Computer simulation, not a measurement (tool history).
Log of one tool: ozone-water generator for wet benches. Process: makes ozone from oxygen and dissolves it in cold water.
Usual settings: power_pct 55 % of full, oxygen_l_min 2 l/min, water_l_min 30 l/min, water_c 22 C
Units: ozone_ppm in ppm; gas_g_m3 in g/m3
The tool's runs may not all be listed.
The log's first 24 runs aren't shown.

run,hour,power_pct,oxygen_l_min,water_l_min,water_c,hours of work since the electrodes were changed,hours of work since the contactor was cleaned,hours of work since the thermometer was calibrated,ozone_ppm,gas_g_m3
25,627.5,81,2.17,43,27,561,237,88,6.6,225.3
26,654.4,41,2.27,35,16,585,260,111,5.5,142.7
27,683.1,55,2,24,17,610,285,136,9.4,186
28,702.4,55,1.42,20,21,627,302,153,10.1,223.4
29,728.7,55,1.42,20,21,649,325,176,10.1,224.4
30,757.7,55,1.03,20,21,675,350,201,9.2,268.2
31,786.6,74,1.3,43,17,700,375,226,5.3,282.2
32,816.6,55,1.17,30,22,726,402,252,6.2,248.9

Forecast each of these 3 alternatives for the next run:
A,847,55,2,30,28,753,428,279,?,?
B,847,55,1.54,28,15,753,428,279,?,?
C,847,47,1.17,30,22,753,428,279,?,?

run,ozone_ppm,gas_g_m3
A,7.1,182.6
B,7.8,211.6
C,5.8,223.3
Without the tool's hidden state the same runs would have given:
run,ozone_ppm,gas_g_m3
A,7.3,185.5
B,8,215.1
C,5.9,226.4

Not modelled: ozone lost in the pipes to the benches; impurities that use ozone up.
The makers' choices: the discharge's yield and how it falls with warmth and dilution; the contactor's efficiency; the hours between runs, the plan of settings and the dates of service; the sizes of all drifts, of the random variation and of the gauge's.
